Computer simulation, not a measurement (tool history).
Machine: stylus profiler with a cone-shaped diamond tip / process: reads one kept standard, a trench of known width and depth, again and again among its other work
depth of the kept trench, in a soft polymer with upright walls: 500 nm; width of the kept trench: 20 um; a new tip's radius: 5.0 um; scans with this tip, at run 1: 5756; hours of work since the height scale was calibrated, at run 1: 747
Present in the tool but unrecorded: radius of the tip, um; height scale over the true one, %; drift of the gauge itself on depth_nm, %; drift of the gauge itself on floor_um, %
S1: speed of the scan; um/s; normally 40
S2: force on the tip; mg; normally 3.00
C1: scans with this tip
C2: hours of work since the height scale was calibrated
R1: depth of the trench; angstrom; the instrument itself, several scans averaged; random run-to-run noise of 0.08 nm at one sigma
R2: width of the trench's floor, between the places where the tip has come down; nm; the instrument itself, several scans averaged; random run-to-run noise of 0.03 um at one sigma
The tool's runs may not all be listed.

{"run": 1, "day": 0.0, "S1": 40, "S2": 3.0, "C1": 5756, "C2": 747, "R1": 5094.4, "R2": 14930}
{"run": 2, "day": 1.683, "S1": 40, "S2": 3.0, "C1": 5889, "C2": 765, "R1": 5093.9, "R2": 14940}
{"run": 3, "day": 2.854, "S1": 40, "S2": 3.0, "C1": 5981, "C2": 777, "R1": 5094.4, "R2": 14890}
{"run": 4, "day": 4.596, "S1": 40, "S2": 1.36, "C1": 6118, "C2": 794, "R1": 5053.1, "R2": 14860}
{"day": 4.842, "done": "height scale calibrated on a step standard"}
{"run": 5, "day": 7.096, "S1": 40, "S2": 1.36, "C1": 6313, "C2": 23, "R1": 5050.6, "R2": 14920}
{"run": 6, "day": 8.508, "S1": 97, "S2": 3.0, "C1": 6424, "C2": 37, "R1": 5092.1, "R2": 14740}
{"run": 7, "day": 9.854, "S1": 97, "S2": 6.38, "C1": 6530, "C2": 51, "R1": 5155.6, "R2": 14860}
{"run": 8, "day": 12.358, "S1": 40, "S2": 7.76, "C1": 6727, "C2": 77, "R1": 5178.9, "R2": 14870}
{"run": 9, "day": 14.7, "S1": 40, "S2": 7.76, "C1": 6911, "C2": 101, "R1": 5178.2, "R2": 14870}
{"day": 15.021, "done": "height scale calibrated on a step standard, once more"}
{"run": 10, "day": 15.817, "S1": 40, "S2": 7.76, "C1": 6998, "C2": 8, "R1": 5185.8, "R2": 14860}
{"run": 11, "day": 16.983, "S1": 40, "S2": 7.76, "C1": 7090, "C2": 20, "R1": 5184.7, "R2": 14840}
{"run": 12, "day": 18.133, "S1": 40, "S2": 7.76, "C1": 7180, "C2": 32, "R1": 5185.5, "R2": 14790}
{"run": 13, "day": 19.329, "S1": 144, "S2": 6.19, "C1": 7274, "C2": 44, "R1": 5159.0, "R2": 14690}

Below are 3 alternative next runs, each starting from the tool's condition after run 13. Predict each:
{"run": "A", "day": 20.746, "S1": 88, "S2": 6.19, "C1": 7386, "C2": 59, "R1": "?", "R2": "?"}
{"run": "B", "day": 20.746, "S1": 28, "S2": 5.92, "C1": 7386, "C2": 59, "R1": "?", "R2": "?"}
{"run": "C", "day": 20.746, "S1": 17, "S2": 5.33, "C1": 7386, "C2": 59, "R1": "?", "R2": "?"}

run=A R1=5159.0 R2=14750
run=B R1=5153.1 R2=14850
run=C R1=5143.3 R2=14840
What these runs would have given with no unlogged condition in the tool:
run=A R1=5160.5 R2=15560
run=B R1=5154.7 R2=15660
run=C R1=5144.9 R2=15640
